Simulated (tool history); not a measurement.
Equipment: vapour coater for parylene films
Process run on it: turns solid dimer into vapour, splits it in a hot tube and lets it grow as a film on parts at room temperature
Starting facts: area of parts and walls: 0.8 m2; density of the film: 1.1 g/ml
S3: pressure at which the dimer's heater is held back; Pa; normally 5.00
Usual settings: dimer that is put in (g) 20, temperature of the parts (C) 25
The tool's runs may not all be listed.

run 1 hour=0.0 | dimer_that_is_put_in_(g)=20 temperature_of_the_parts_(C)=25 S3=5.00 | thickness_of_the_film_(um)=15.60
run 2 hour=32.1 | dimer_that_is_put_in_(g)=20 temperature_of_the_parts_(C)=25 S3=6.20 | thickness_of_the_film_(um)=15.44
run 3 hour=50.6 | dimer_that_is_put_in_(g)=20 temperature_of_the_parts_(C)=25 S3=5.00 | thickness_of_the_film_(um)=15.48
run 4 hour=73.8 | dimer_that_is_put_in_(g)=20 temperature_of_the_parts_(C)=19 S3=5.00 | thickness_of_the_film_(um)=19.35
run 5 hour=92.3 | dimer_that_is_put_in_(g)=20 temperature_of_the_parts_(C)=25 S3=5.00 | thickness_of_the_film_(um)=15.55
-- hour=103.2 trap's valve overhauled
run 6 hour=125.9 | dimer_that_is_put_in_(g)=20 temperature_of_the_parts_(C)=25 S3=5.00 | thickness_of_the_film_(um)=16.60
run 7 hour=144.7 | dimer_that_is_put_in_(g)=20 temperature_of_the_parts_(C)=25 S3=5.00 | thickness_of_the_film_(um)=16.73
run 8 hour=178.2 | dimer_that_is_put_in_(g)=20 temperature_of_the_parts_(C)=25 S3=5.00 | thickness_of_the_film_(um)=16.53
run 9 hour=203.4 | dimer_that_is_put_in_(g)=20 temperature_of_the_parts_(C)=25 S3=5.00 | thickness_of_the_film_(um)=16.58
run 10 hour=223.2 | dimer_that_is_put_in_(g)=20 temperature_of_the_parts_(C)=25 S3=5.00 | thickness_of_the_film_(um)=16.54
run 11 hour=240.6 | dimer_that_is_put_in_(g)=20 temperature_of_the_parts_(C)=25 S3=5.00 | thickness_of_the_film_(um)=16.52
run 12 hour=268.8 | dimer_that_is_put_in_(g)=20 temperature_of_the_parts_(C)=25 S3=3.70 | thickness_of_the_film_(um)=16.94
run 13 hour=290.1 | dimer_that_is_put_in_(g)=20 temperature_of_the_parts_(C)=25 S3=5.00 | thickness_of_the_film_(um)=16.51
run 14 hour=308.7 | dimer_that_is_put_in_(g)=20 temperature_of_the_parts_(C)=25 S3=5.00 | thickness_of_the_film_(um)=16.51
run 15 hour=334.1 | dimer_that_is_put_in_(g)=20 temperature_of_the_parts_(C)=25 S3=5.00 | thickness_of_the_film_(um)=16.50
-- hour=337.6 table's thermometer calibrated
run 16 hour=360.0 | dimer_that_is_put_in_(g)=20 temperature_of_the_parts_(C)=25 S3=5.00 | thickness_of_the_film_(um)=16.51
run 17 hour=380.8 | dimer_that_is_put_in_(g)=23 temperature_of_the_parts_(C)=25 S3=5.00 | thickness_of_the_film_(um)=18.94
run 18 hour=406.2 | dimer_that_is_put_in_(g)=11 temperature_of_the_parts_(C)=25 S3=5.00 | thickness_of_the_film_(um)=9.08
run 19 hour=438.4 | dimer_that_is_put_in_(g)=11 temperature_of_the_parts_(C)=28 S3=5.00 | thickness_of_the_film_(um)=8.10
run 20 hour=466.6 | dimer_that_is_put_in_(g)=20 temperature_of_the_parts_(C)=25 S3=5.00 | thickness_of_the_film_(um)=16.43
run 21 hour=487.5 | dimer_that_is_put_in_(g)=20 temperature_of_the_parts_(C)=17 S3=5.00 | thickness_of_the_film_(um)=21.64
-- hour=512.0 table's thermometer calibrated, once more
run 22 hour=519.4 | dimer_that_is_put_in_(g)=20 temperature_of_the_parts_(C)=17 S3=5.00 | thickness_of_the_film_(um)=21.51
run 23 hour=542.5 | dimer_that_is_put_in_(g)=20 temperature_of_the_parts_(C)=26 S3=5.24 | thickness_of_the_film_(um)=15.36
run 24 hour=575.3 | dimer_that_is_put_in_(g)=20 temperature_of_the_parts_(C)=26 S3=3.44 | thickness_of_the_film_(um)=15.73
run 25 hour=604.2 | dimer_that_is_put_in_(g)=20 temperature_of_the_parts_(C)=26 S3=3.44 | thickness_of_the_film_(um)=15.71
run 26 hour=620.5 | dimer_that_is_put_in_(g)=20 temperature_of_the_parts_(C)=26 S3=3.44 | thickness_of_the_film_(um)=15.73
run 27 hour=644.1 | dimer_that_is_put_in_(g)=14 temperature_of_the_parts_(C)=30 S3=6.49 | thickness_of_the_film_(um)=9.29
run 28 hour=677.1 | dimer_that_is_put_in_(g)=14 temperature_of_the_parts_(C)=20 S3=4.73 | thickness_of_the_film_(um)=13.46
run 29 hour=706.0 | dimer_that_is_put_in_(g)=21 temperature_of_the_parts_(C)=31 S3=5.00 | thickness_of_the_film_(um)=13.52
run 30 hour=730.7 | dimer_that_is_put_in_(g)=8 temperature_of_the_parts_(C)=26 S3=5.00 | thickness_of_the_film_(um)=6.12
run 31 hour=755.0 | dimer_that_is_put_in_(g)=20 temperature_of_the_parts_(C)=25 S3=2.22 | thickness_of_the_film_(um)=16.53
run 32 hour=788.4 | dimer_that_is_put_in_(g)=20 temperature_of_the_parts_(C)=20 S3=2.49 | thickness_of_the_film_(um)=19.78
run 33 hour=810.9 | dimer_that_is_put_in_(g)=20 temperature_of_the_parts_(C)=20 S3=2.49 | thickness_of_the_film_(um)=19.68
run 34 hour=835.5 | dimer_that_is_put_in_(g)=20 temperature_of_the_parts_(C)=20 S3=2.49 | thickness_of_the_film_(um)=19.68
run 35 hour=860.6 | dimer_that_is_put_in_(g)=21 temperature_of_the_parts_(C)=19 S3=7.71 | thickness_of_the_film_(um)=19.94
run 36 hour=874.4 | dimer_that_is_put_in_(g)=21 temperature_of_the_parts_(C)=19 S3=7.71 | thickness_of_the_film_(um)=19.93
run 37 hour=892.1 | dimer_that_is_put_in_(g)=12 temperature_of_the_parts_(C)=25 S3=5.00 | thickness_of_the_film_(um)=9.45
run 38 hour=924.2 | dimer_that_is_put_in_(g)=20 temperature_of_the_parts_(C)=20 S3=5.00 | thickness_of_the_film_(um)=18.76
run 39 hour=956.8 | dimer_that_is_put_in_(g)=20 temperature_of_the_parts_(C)=20 S3=5.00 | thickness_of_the_film_(um)=18.59
run 40 hour=973.6 | dimer_that_is_put_in_(g)=11 temperature_of_the_parts_(C)=24 S3=4.34 | thickness_of_the_film_(um)=9.00
run 41 hour=991.1 | dimer_that_is_put_in_(g)=11 temperature_of_the_parts_(C)=24 S3=4.34 | thickness_of_the_film_(um)=9.01
run 42 hour=1006.2 | dimer_that_is_put_in_(g)=11 temperature_of_the_parts_(C)=24 S3=4.34 | thickness_of_the_film_(um)=9.07
run 43 hour=1033.4 | dimer_that_is_put_in_(g)=15 temperature_of_the_parts_(C)=28 S3=2.74 | thickness_of_the_film_(um)=10.90
run 44 hour=1054.5 | dimer_that_is_put_in_(g)=15 temperature_of_the_parts_(C)=28 S3=2.74 | thickness_of_the_film_(um)=10.76

Branching from run 44: 4 alternative next runs. What would each branch give?
run A hour=1074.6 | dimer_that_is_put_in_(g)=16 temperature_of_the_parts_(C)=29 S3=2.44 | thickness_of_the_film_(um)=?
run B hour=1074.6 | dimer_that_is_put_in_(g)=29 temperature_of_the_parts_(C)=28 S3=5.51 | thickness_of_the_film_(um)=?
run C hour=1074.6 | dimer_that_is_put_in_(g)=34 temperature_of_the_parts_(C)=29 S3=2.47 | thickness_of_the_film_(um)=?
run D hour=1074.6 | dimer_that_is_put_in_(g)=34 temperature_of_the_parts_(C)=28 S3=2.74 | thickness_of_the_film_(um)=?

run=A thickness_of_the_film_(um)=11.22
run=B thickness_of_the_film_(um)=20.34
run=C thickness_of_the_film_(um)=23.78
run=D thickness_of_the_film_(um)=24.46
With the hidden condition removed and each run's random variation left untouched, the same runs would have given:
run=A thickness_of_the_film_(um)=12.00
run=B thickness_of_the_film_(um)=21.76
run=C thickness_of_the_film_(um)=25.44
run=D thickness_of_the_film_(um)=26.17

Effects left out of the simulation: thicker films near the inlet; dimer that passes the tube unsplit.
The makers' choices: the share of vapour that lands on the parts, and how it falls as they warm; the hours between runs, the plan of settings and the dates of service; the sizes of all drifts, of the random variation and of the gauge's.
